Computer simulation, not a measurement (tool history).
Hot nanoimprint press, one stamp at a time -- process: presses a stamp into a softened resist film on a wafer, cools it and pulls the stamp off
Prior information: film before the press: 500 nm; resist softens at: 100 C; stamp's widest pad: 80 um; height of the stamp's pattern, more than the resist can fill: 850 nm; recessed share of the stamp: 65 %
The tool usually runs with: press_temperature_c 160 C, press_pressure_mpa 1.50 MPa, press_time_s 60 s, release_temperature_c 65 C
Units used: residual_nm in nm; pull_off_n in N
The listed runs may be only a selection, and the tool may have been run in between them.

run	day	press_temperature_c	press_pressure_mpa	press_time_s	release_temperature_c	residual_nm	pull_off_n
1	0.000	160	1.50	60	65	222.7	288
2	0.629	160	1.50	60	65	223.1	290
3	1.438	160	1.50	60	65	223.1	295
4	1.908	160	1.50	62	65	219.6	304
5	2.754	160	1.50	62	65	218.9	297
6	3.608	149	1.50	60	65	347.8	314
7	4.146	149	1.50	60	65	346.5	312
8	4.979	149	1.50	60	65	345.5	316
9	5.650	151	1.50	60	65	321.2	326
10	6.283	157	1.10	49	51	310.8	394
11	6.950	163	1.10	107	51	190.9	430
12	7.650	160	1.52	60	53	219.5	417
13	8.288	160	1.52	60	53	219.6	415
# day 9.062: plate thermocouple calibrated
14	9.267	160	1.99	60	65	195.8	354
15	10.000	160	1.99	60	65	196.0	348
16	10.838	160	1.06	58	54	276.5	425

Below are 3 alternative next runs, each starting from the tool's condition after run 16. Predict each:
A	11.783	160	1.05	60	65	?	?
B	11.783	160	2.23	60	65	?	?
C	11.783	160	1.50	109	65	?	?

run	residual_nm	pull_off_n
A	275.1	360
B	183.7	374
C	187.3	343
Without the tool's unlogged condition, the same runs would have read:
run	residual_nm	pull_off_n
A	270.1	218
B	176.8	225
C	182.2	207

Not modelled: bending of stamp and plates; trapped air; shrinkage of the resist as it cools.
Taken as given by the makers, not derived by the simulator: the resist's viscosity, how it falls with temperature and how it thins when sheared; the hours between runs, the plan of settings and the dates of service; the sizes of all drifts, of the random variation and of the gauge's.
